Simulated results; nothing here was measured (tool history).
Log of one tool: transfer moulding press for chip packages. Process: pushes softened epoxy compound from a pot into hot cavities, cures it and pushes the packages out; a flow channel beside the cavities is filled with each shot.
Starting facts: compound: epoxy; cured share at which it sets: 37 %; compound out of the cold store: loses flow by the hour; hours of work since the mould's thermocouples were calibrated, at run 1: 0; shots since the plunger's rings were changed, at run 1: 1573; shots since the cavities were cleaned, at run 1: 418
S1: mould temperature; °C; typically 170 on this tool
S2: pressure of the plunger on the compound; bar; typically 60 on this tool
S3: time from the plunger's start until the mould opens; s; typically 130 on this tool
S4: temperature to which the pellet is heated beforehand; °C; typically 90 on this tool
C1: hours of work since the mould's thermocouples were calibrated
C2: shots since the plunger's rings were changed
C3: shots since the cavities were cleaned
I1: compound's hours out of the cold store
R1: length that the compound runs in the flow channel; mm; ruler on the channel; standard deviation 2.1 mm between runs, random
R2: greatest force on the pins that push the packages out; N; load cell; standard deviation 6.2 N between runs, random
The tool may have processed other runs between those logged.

run   hour   S1    S2   S3  S4   C1    C2    C3    I1   R1   R2
  1      0  170    60  130  90    0  1573   418  17.5  572  342
  2   18.9  170    60  130  90   12  1754   599  36.1  542  359
  3   51.2  170    60  130  90   31  2063   908  29.1  550  381
      78.8  -- cavities cleaned with cleaning compound and waxed
  4     82  170  55.4  130  90   49  2344    30  31.9  524  272
  5  117.3  170    60  130  82   71  2683   369  36.5  533  343
  6    151  171    60  130  82   91  3006   692   8.1  573  363
  7  180.4  171    60  130  93  109  3288   974  44.3  513  363
     202.8  -- cavities cleaned with cleaning compound and waxed
  8  202.8  170  74.2  130  90  122  3488     0  30.6  594  257
  9  218.8  170  74.2  130  90  132  3641   153  45.5  575  283
 10  234.9  170  74.2  130  90  142  3795   307    26  602  311
 11  255.7  170  74.2  130  90  154  3994   506  37.5  588  337
 12    291  170  74.2  126  90  176  4333   845  12.8  618  389
 13  306.2  170  74.2  126  90  185  4479   991  33.5  588  413
     326.8  -- cavities cleaned with cleaning compound and waxed
 14  340.8  170  74.2  126  90  206  4796   134  15.9  611  311
 15  360.7  168  53.7  130  92  218  4986   324  39.2  493  343
     365.5  -- mould's thermocouples calibrated
 16  398.5  168  48.8  132  92   20  5330   668  22.9  486  386
 17  423.9  174  48.1  112  83   36  5573   911  29.5  465  390
     453.1  -- cavities cleaned with cleaning compound and waxed
 18  457.8  171    53  148  97   55  5883    44  14.3  506  256
 19  488.4  165  71.3  167  97   74  6177   338  15.4  600  302
     500.5  -- mould's thermocouples calibrated, once more
 20    520  164  46.7  125  89   12  6460   621  35.3  461  553
     533.5  -- plunger's sealing rings changed
 21  554.1  164  46.7  125  89   31   198   924  38.8  493  561
     579.8  -- cavities cleaned with cleaning compound and waxed
 22  579.8  174  51.6  147  90   46   430     0    12  530  221
 23  609.4  172  56.5  126  88   64   714   284  13.5  555  314
 24  633.2  178  71.3  153  91   79   942   512  21.5  599  293
 25    660  173  64.6  119  89   95  1199   769  16.2  588  363
 26  678.9  171  64.6  119  99  107  1380   950  40.9  555  395
 27    699  169  62.5  116  90  119  1572  1142  45.3  541  472

Measured less the same run without the tool's hidden state. The same run-to-run variation is in both; the gauge's scatter may not be:
Hidden state present: true mould temperature over the reading, C; pressure that reaches the compound, % of what is set; grip of the stained cavities, % over clean ones'; drift of the gauge itself on flow_mm, %; drift of the gauge itself on push_out_n, %.
run   R1    R2
  1  -11   +80
  2  -12   +98
  3  -14  +117
  4  -15   +12
  5  -18   +73
  6  -21  +104
  7  -22  +113
  8  -26    -2
  9  -27   +33
 10  -29   +59
 11  -30   +83
 12  -35  +114
 13  -35  +125
 14  -38   +29
 15  -32   +64
 16  -35  +103
 17  -35  +117
 18  -40   +11
 19  -50   +62
 20  -40  +155
 21   -3  +180
 22   -5    +6
 23   -7   +61
 24   -9   +74
 25  -11  +110
 26  -11  +125
 27  -12  +154
